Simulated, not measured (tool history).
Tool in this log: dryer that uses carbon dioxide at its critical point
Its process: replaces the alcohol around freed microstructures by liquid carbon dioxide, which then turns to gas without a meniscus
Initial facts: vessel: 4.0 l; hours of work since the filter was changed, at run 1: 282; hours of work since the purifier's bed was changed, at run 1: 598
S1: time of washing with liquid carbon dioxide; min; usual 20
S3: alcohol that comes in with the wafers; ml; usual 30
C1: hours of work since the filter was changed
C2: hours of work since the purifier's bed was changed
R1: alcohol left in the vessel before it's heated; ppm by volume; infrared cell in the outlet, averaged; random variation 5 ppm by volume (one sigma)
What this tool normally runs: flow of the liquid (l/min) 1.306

Run 1, hour 0: usual settings; C1 282; C2 598. Result: R1 98 ppm by volume.
Run 2, hour 56.6: usual settings; C1 304; C2 620. Result: R1 112 ppm by volume.
At hour 81.4: inlet filter changed.
Run 3, hour 88.1: usual settings but S1 16 min; C1 3; C2 632. Result: R1 126 ppm by volume.
Run 4, hour 114: usual settings but S1 16 min; C1 13; C2 642. Result: R1 120 ppm by volume.
Run 5, hour 169.4: usual settings but S1 16 min; C1 35; C2 664. Result: R1 124 ppm by volume.
Run 6, hour 218: usual settings; C1 54; C2 683. Result: R1 98 ppm by volume.
Run 7, hour 243.6: usual settings but flow of the liquid (l/min) 1.14; C1 64; C2 693. Result: R1 119 ppm by volume.
Run 8, hour 278.6: usual settings but flow of the liquid (l/min) 1.14; C1 77; C2 707. Result: R1 119 ppm by volume.
Run 9, hour 325.8: usual settings but flow of the liquid (l/min) 1.14; C1 96; C2 725. Result: R1 119 ppm by volume.
Run 10, hour 381.5: usual settings but S1 16 min, S3 25 ml; C1 118; C2 747. Result: R1 137 ppm by volume.
Run 11, hour 429.4: usual settings but S1 16 min, flow of the liquid (l/min) 1.27, S3 25 ml; C1 136; C2 766. Result: R1 142 ppm by volume.
Run 12, hour 484: usual settings but S1 19 min, flow of the liquid (l/min) 1.07, S3 93 ml; C1 158; C2 787. Result: R1 316 ppm by volume.
Run 13, hour 529.9: usual settings but S1 18 min, flow of the liquid (l/min) 1.79; C1 176; C2 805. Result: R1 103 ppm by volume.
Run 14, hour 567.2: usual settings but S1 15 min, flow of the liquid (l/min) 1.3, S3 89 ml; C1 191; C2 820. Result: R1 389 ppm by volume.
Run 15, hour 607.7: usual settings but S1 22 min, flow of the liquid (l/min) 1.87, S3 42 ml; C1 206; C2 836. Result: R1 99 ppm by volume.
Run 16, hour 642.8: usual settings but S3 21 ml; C1 220; C2 850. Result: R1 123 ppm by volume.
Run 17, hour 693.4: usual settings but S1 13 min, flow of the liquid (l/min) 2.16, S3 21 ml; C1 240; C2 869. Result: R1 115 ppm by volume.

5 options for the next run, each taken on its own from the tool as it stands now. Forecast them:
Run A, hour 734: usual settings but flow of the liquid (l/min) 1.76, S3 95 ml; C1 256; C2 885. Result: R1 ?.
Run B, hour 734: usual settings but S1 23 min, S3 23 ml; C1 256; C2 885. Result: R1 ?.
Run C, hour 734: usual settings but S1 14 min, flow of the liquid (l/min) 1.58; C1 256; C2 885. Result: R1 ?.
Run D, hour 734: usual settings but S1 22 min, flow of the liquid (l/min) 2.16, S3 29 ml; C1 256; C2 885. Result: R1 ?.
Run E, hour 734: usual settings but S1 13 min, flow of the liquid (l/min) 1.73, S3 58 ml; C1 256; C2 885. Result: R1 ?.

run   R1
  A  118
  B  110
  C  171
  D  105
  E  237
With the hidden condition removed and each run's random variation left untouched, the same runs would have given:
run  R1
  A  11
  B   6
  C  36
  D   9
  E  72
